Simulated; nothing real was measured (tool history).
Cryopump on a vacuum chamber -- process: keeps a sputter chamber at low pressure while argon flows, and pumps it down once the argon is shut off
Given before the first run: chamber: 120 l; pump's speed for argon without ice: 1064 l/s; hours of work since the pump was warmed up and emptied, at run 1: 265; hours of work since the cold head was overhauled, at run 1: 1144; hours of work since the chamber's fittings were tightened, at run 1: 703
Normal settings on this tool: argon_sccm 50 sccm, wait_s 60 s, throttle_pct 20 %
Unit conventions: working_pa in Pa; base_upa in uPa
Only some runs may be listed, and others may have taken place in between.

run	day	argon_sccm	wait_s	throttle_pct	hours of work since the pump was warmed up and emptied	hours of work since the cold head was overhauled	hours of work since the chamber's fittings were tightened	working_pa	base_upa
1	0	50	60	20	265	1144	703	0.4025	3.73
2	1.525	50	60	20	292	1171	730	0.4022	3.77
3	2.525	96	60	20	309	1188	747	0.7755	3.77
4	4.088	96	60	41	336	1215	774	0.386	3.77
5	5.325	96	60	41	358	1237	796	0.386	3.78
6	7.2	96	60	41	390	1269	828	0.3872	3.92
7	9.146	96	60	41	424	1303	862	0.39	3.96
8	10.275	24	60	18	444	1323	882	0.2155	4.14
9	11.821	50	83	39	471	1349	908	0.2141	3.58
10	13.9	20	46	45	507	1386	945	0.0755	4.8

Consider 4 possible next runs. They are alternatives, not a sequence: every one starts from the tool as it was left by run 10. What does each give?
A	15.367	39	38	37	532	1411	970	?	?
B	15.367	20	25	45	532	1411	970	?	?
C	15.367	20	46	24	532	1411	970	?	?
D	15.367	20	46	36	532	1411	970	?	?

run	working_pa	base_upa
A	0.1773	5.27
B	0.0746	7.07
C	0.1371	4.82
D	0.0937	4.77
Take away the tool's hidden state, keep each run's random variation, and the runs would have read:
run	working_pa	base_upa
A	0.1682	3.19
B	0.07	4.9
C	0.1324	2.71
D	0.089	2.7

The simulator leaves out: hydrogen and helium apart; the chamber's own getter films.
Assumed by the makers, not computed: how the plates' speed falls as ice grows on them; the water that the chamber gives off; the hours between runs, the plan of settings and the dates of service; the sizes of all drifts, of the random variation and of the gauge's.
